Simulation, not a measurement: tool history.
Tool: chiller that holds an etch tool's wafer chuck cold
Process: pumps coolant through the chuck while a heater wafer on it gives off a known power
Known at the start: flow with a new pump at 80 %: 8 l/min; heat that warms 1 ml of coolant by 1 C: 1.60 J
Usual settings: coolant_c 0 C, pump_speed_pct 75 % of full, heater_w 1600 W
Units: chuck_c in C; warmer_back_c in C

run 1 hour=0.0 | coolant_c=0 pump_speed_pct=75 heater_w=1600 | chuck_c=13.3 warmer_back_c=8.18
run 2 hour=65.7 | coolant_c=0 pump_speed_pct=75 heater_w=1600 | chuck_c=13.2 warmer_back_c=8.18
run 3 hour=155.7 | coolant_c=0 pump_speed_pct=70 heater_w=1600 | chuck_c=14.1 warmer_back_c=8.81
run 4 hour=237.1 | coolant_c=0 pump_speed_pct=70 heater_w=1600 | chuck_c=14.1 warmer_back_c=8.80
-- hour=307.5 chiller's thermometer calibrated
run 5 hour=366.7 | coolant_c=0 pump_speed_pct=70 heater_w=1600 | chuck_c=14.0 warmer_back_c=8.82
run 6 hour=431.6 | coolant_c=0 pump_speed_pct=75 heater_w=1600 | chuck_c=13.1 warmer_back_c=8.19
run 7 hour=548.8 | coolant_c=7 pump_speed_pct=75 heater_w=838 | chuck_c=13.7 warmer_back_c=4.30
-- hour=586.1 chiller's thermometer calibrated, once more
run 8 hour=676.6 | coolant_c=4 pump_speed_pct=87 heater_w=916 | chuck_c=11.0 warmer_back_c=3.96
run 9 hour=815.4 | coolant_c=0 pump_speed_pct=91 heater_w=1913 | chuck_c=13.8 warmer_back_c=8.10
run 10 hour=903.5 | coolant_c=0 pump_speed_pct=91 heater_w=1913 | chuck_c=13.8 warmer_back_c=8.14
run 11 hour=986.4 | coolant_c=2 pump_speed_pct=70 heater_w=1600 | chuck_c=16.3 warmer_back_c=8.77

Forecast run 12:
run 12 hour=1066.7 | coolant_c=-8 pump_speed_pct=88 heater_w=1281 | chuck_c=? warmer_back_c=?

{"run 12": {"chuck_c": 1.4, "warmer_back_c": 5.61}}
Without the tool's hidden state the same run would have given chuck_c 1.0 C, warmer_back_c 5.42 C.
